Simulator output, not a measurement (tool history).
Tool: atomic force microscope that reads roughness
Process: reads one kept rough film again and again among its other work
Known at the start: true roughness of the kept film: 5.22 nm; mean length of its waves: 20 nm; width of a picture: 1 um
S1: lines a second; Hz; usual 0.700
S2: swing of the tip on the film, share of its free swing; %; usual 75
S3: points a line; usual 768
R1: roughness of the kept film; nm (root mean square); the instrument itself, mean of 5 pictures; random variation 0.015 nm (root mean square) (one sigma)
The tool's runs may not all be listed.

run    day     S1  S2   S3     R1
  1  0.000  0.700  75  768  3.470
  2  0.238  0.700  75  768  3.349
  3  0.588  0.700  75  768  3.277
  4  0.908  1.087  75  768  3.104
  5  1.321  1.087  75  768  2.975
  6  1.762  0.700  75  283  2.881
  7  2.058  0.700  75  768  2.879
  8  2.258  0.700  64  768  2.868
  9  2.700  0.700  64  768  2.780
 10  3.083  0.700  64  768  2.700
 11  3.471  0.700  75  661  2.554
 12  3.796  0.700  85  768  2.444
 13  4.000  0.700  85  768  2.413
 14  4.396  1.887  75  768  2.235
 15  4.658  1.887  75  768  2.198
 16  5.017  1.083  76  768  2.236
 17  5.258  1.754  58  768  2.287
 18  5.454  1.754  58  458  2.235
 19  5.738  1.754  58  458  2.202
 20  6.067  1.754  82  566  1.961
 21  6.417  2.698  61  349  2.035
 22  6.779  2.374  60  768  2.033
 23  7.096  2.374  60  768  2.005
 24  7.292  1.685  73  768  1.938
 25  7.642  0.700  80  327  1.906
 26  7.896  0.700  80  533  1.902
 27  8.225  0.700  80  796  1.886
 28  8.483  0.700  71  796  1.918
     8.542  -- new tip fitted
 29  8.896  0.700  71  796  3.540

5 ways to go on from here, each from the tool as it stands after run 29. What would each give?
  A  9.225  0.678  71  796   ?
  B  9.225  3.417  72  271   ?
  C  9.225  3.591  56  796   ?
  D  9.225  2.851  79  812   ?
  E  9.225  0.700  89  934   ?

run     R1
  A  3.437
  B  2.930
  C  3.331
  D  2.905
  E  3.279
Without the tool's hidden state the same runs would have given:
run     R1
  A  3.684
  B  3.141
  C  3.571
  D  3.115
  E  3.515
